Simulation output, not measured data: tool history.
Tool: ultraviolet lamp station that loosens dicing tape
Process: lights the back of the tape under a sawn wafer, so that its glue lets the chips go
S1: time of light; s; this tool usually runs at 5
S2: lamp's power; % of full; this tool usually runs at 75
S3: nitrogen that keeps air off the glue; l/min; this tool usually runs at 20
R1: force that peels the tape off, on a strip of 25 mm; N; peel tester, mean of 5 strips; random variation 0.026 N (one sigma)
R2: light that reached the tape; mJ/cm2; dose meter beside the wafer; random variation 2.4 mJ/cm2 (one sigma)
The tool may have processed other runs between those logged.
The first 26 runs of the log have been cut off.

run     day  S1  S2  S3     R1   R2
 27  10.754   6  60   7  2.675  232
 28  11.150   2  75  11  5.485  100
 29  11.404   5  85  35  0.843  276
 30  11.892   9  75  20  0.444  426
 31  12.354   9  75  20  0.441  431
 32  12.779   9  64   8  1.168  365
 33  13.075   5  80   7  2.359  248
 34  13.612   5  80   7  2.319  249
 35  14.112   5  80   7  2.350  252
 36  14.667   5  80   7  2.317  251
 37  14.904   4  80  31  1.610  203
 38  15.471   5  80  31  1.030  250
 39  15.838   5  93   8  1.706  286
 40  16.083   3  93  35  1.946  177
 41  16.408   3  93   8  3.468  175
 42  16.658   4  91  20  1.557  227

Alternative continuations, all from the tool just after run 42; predict every row:
  A  16.967   4  95  16   ?   ?
  B  16.967   8  73  20   ?   ?
  C  16.967   9  75  20   ?   ?
  D  16.967   6  75  24   ?   ?
  E  16.967   4  80  20   ?   ?

run     R1   R2
  A  1.602  233
  B  0.635  365
  C  0.469  420
  D  0.947  283
  E  1.978  200
What these runs would have given with no unlogged condition in the tool:
run     R1   R2
  A  1.403  251
  B  0.548  393
  C  0.411  453
  D  0.812  305
  E  1.748  215

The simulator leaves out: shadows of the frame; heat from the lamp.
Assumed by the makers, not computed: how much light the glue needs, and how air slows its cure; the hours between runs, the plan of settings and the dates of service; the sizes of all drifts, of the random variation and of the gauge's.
